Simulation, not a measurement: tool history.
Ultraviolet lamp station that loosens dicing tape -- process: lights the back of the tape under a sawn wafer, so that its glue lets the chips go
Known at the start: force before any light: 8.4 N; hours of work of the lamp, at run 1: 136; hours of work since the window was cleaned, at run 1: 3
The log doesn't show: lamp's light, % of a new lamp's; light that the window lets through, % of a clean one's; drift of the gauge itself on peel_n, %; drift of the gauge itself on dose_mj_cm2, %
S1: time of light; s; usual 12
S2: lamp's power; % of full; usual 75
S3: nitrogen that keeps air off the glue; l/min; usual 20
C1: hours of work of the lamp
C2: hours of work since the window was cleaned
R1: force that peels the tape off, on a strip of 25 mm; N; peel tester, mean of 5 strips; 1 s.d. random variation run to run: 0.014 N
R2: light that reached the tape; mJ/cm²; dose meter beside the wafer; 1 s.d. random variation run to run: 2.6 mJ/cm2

run 1 hour=0.0 | S1=12 S2=75 S3=20 | C1=136 C2=3 | R1=0.787 R2=319
run 2 hour=17.4 | S1=12 S2=75 S3=20 | C1=149 C2=17 | R1=0.796 R2=309
run 3 hour=41.1 | S1=12 S2=75 S3=20 | C1=167 C2=35 | R1=0.868 R2=308
run 4 hour=58.6 | S1=12 S2=85 S3=20 | C1=181 C2=48 | R1=0.642 R2=340
run 5 hour=82.0 | S1=12 S2=75 S3=20 | C1=198 C2=66 | R1=0.865 R2=301
run 6 hour=106.9 | S1=12 S2=75 S3=20 | C1=217 C2=85 | R1=0.913 R2=297
run 7 hour=135.1 | S1=12 S2=75 S3=20 | C1=239 C2=106 | R1=0.946 R2=282
run 8 hour=155.3 | S1=12 S2=75 S3=20 | C1=254 C2=122 | R1=0.992 R2=281
-- hour=158.3 window cleaned of glue's vapour
run 9 hour=177.7 | S1=12 S2=71 S3=30 | C1=271 C2=15 | R1=0.961 R2=256
-- hour=202.2 window cleaned of glue's vapour, once more
run 10 hour=202.2 | S1=12 S2=71 S3=30 | C1=289 C2=0 | R1=0.828 R2=278
run 11 hour=226.0 | S1=12 S2=71 S3=18 | C1=307 C2=18 | R1=1.113 R2=273
run 12 hour=250.9 | S1=8 S2=75 S3=20 | C1=326 C2=37 | R1=1.920 R2=184
run 13 hour=274.4 | S1=16 S2=80 S3=8 | C1=344 C2=55 | R1=0.859 R2=394
run 14 hour=294.4 | S1=18 S2=88 S3=12 | C1=359 C2=70 | R1=0.433 R2=478
run 15 hour=316.7 | S1=18 S2=88 S3=12 | C1=376 C2=87 | R1=0.449 R2=471

5 ways to go on from here, each from the tool as it stands after run 15. What would each give?
run A hour=335.0 | S1=13 S2=63 S3=12 | C1=390 C2=101 | R1=? R2=?
run B hour=335.0 | S1=6 S2=66 S3=6 | C1=390 C2=101 | R1=? R2=?
run C hour=335.0 | S1=17 S2=68 S3=27 | C1=390 C2=101 | R1=? R2=?
run D hour=335.0 | S1=18 S2=80 S3=37 | C1=390 C2=101 | R1=? R2=?
run E hour=335.0 | S1=16 S2=75 S3=21 | C1=390 C2=101 | R1=? R2=?

run=A R1=1.649 R2=235
run=B R1=4.379 R2=114
run=C R1=0.607 R2=336
run=D R1=0.325 R2=418
run=E R1=0.604 R2=344
Without the tool's hidden state the same runs would have given:
run=A R1=1.028 R2=311
run=B R1=3.569 R2=151
run=C R1=0.344 R2=443
run=D R1=0.212 R2=552
run=E R1=0.341 R2=456
